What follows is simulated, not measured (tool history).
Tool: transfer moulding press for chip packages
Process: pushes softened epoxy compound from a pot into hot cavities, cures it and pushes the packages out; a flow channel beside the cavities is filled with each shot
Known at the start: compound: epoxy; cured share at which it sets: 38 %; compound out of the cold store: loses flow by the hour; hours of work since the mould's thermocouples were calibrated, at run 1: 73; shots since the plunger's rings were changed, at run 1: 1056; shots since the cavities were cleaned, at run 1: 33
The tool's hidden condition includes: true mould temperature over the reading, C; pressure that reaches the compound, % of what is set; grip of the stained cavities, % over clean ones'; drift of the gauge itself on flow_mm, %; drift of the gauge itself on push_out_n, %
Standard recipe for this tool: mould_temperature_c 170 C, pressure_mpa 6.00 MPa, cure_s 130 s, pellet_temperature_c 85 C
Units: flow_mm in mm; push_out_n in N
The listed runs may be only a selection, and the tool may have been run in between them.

| run | hour | mould_temperature_c | pressure_mpa | cure_s | pellet_temperature_c | hours of work since the mould's thermocouples were calibrated | shots since the plunger's rings were changed | shots since the cavities were cleaned | incoming compound's hours out of the cold store | flow_mm | push_out_n |
|---|---|---|---|---|---|---|---|---|---|---|---|
| 1 | 0.0 | 170 | 6.00 | 130 | 85 | 73 | 1056 | 33 | 20.6 | 969 | 561 |
| 2 | 5.9 | 170 | 6.00 | 130 | 85 | 78 | 1119 | 96 | 25.2 | 954 | 622 |
| 3 | 12.7 | 170 | 6.00 | 130 | 85 | 83 | 1192 | 169 | 26.5 | 935 | 678 |
| 4 | 21.4 | 170 | 6.00 | 130 | 85 | 89 | 1284 | 261 | 23.5 | 962 | 725 |
| 5 | 28.1 | 170 | 6.00 | 130 | 78 | 94 | 1356 | 333 | 39.5 | 892 | 758 |
| 6 | 33.2 | 170 | 6.00 | 130 | 85 | 98 | 1410 | 387 | 34.7 | 908 | 823 |
| 7 | 41.2 | 176 | 6.00 | 130 | 85 | 104 | 1495 | 472 | 30.1 | 899 | 662 |
| 8 | 46.7 | 176 | 6.00 | 130 | 85 | 108 | 1554 | 531 | 46.7 | 829 | 697 |
| 9 | 53.9 | 176 | 6.00 | 130 | 85 | 113 | 1631 | 608 | 11.5 | 975 | 721 |
| 10 | 59.9 | 170 | 6.00 | 130 | 85 | 118 | 1695 | 672 | 11.2 | 999 | 922 |
| 11 | 65.6 | 170 | 6.00 | 130 | 83 | 122 | 1755 | 732 | 17.3 | 967 | 935 |
| 12 | 71.4 | 166 | 6.00 | 130 | 83 | 126 | 1817 | 794 | 26.8 | 951 | 1170 |
| 13 | 79.7 | 166 | 6.00 | 130 | 83 | 132 | 1906 | 883 | 36.3 | 913 | 1162 |
|  | 86.3 | cavities cleaned with cleaning compound and waxed |
| 14 | 87.9 | 166 | 6.00 | 130 | 83 | 137 | 1977 | 16 | 17.0 | 985 | 730 |
| 15 | 92.1 | 166 | 6.00 | 130 | 85 | 141 | 2022 | 61 | 16.4 | 997 | 787 |
| 16 | 98.8 | 166 | 6.00 | 130 | 85 | 145 | 2093 | 132 | 16.4 | 984 | 839 |
| 17 | 106.7 | 177 | 5.15 | 168 | 78 | 151 | 2178 | 217 | 15.1 | 866 | 543 |
| 18 | 113.1 | 177 | 6.49 | 138 | 78 | 156 | 2246 | 285 | 13.6 | 997 | 608 |
| 19 | 117.2 | 168 | 6.49 | 138 | 78 | 159 | 2290 | 329 | 21.2 | 1000 | 779 |
| 20 | 122.8 | 162 | 6.00 | 130 | 78 | 163 | 2349 | 388 | 9.1 | 1055 | 1507 |
| 21 | 128.7 | 162 | 6.00 | 130 | 78 | 168 | 2412 | 451 | 34.1 | 934 | 1408 |
| 22 | 135.1 | 162 | 6.00 | 130 | 78 | 172 | 2481 | 520 | 29.5 | 960 | 1475 |
| 23 | 140.4 | 162 | 6.00 | 130 | 78 | 176 | 2537 | 576 | 9.4 | 1035 | 1640 |
| 24 | 149.1 | 170 | 6.00 | 123 | 85 | 183 | 2629 | 668 | 18.3 | 956 | 988 |

What will run 25 give?
| 25 | 156.8 | 170 | 6.00 | 123 | 85 | 188 | 2712 | 751 | 27.9 | ? | ? |

Run 25 gave flow_mm 918 mm, push_out_n 1018 N.
With no hidden state in the tool, this same run would have given flow_mm 959 mm, push_out_n 613 N.

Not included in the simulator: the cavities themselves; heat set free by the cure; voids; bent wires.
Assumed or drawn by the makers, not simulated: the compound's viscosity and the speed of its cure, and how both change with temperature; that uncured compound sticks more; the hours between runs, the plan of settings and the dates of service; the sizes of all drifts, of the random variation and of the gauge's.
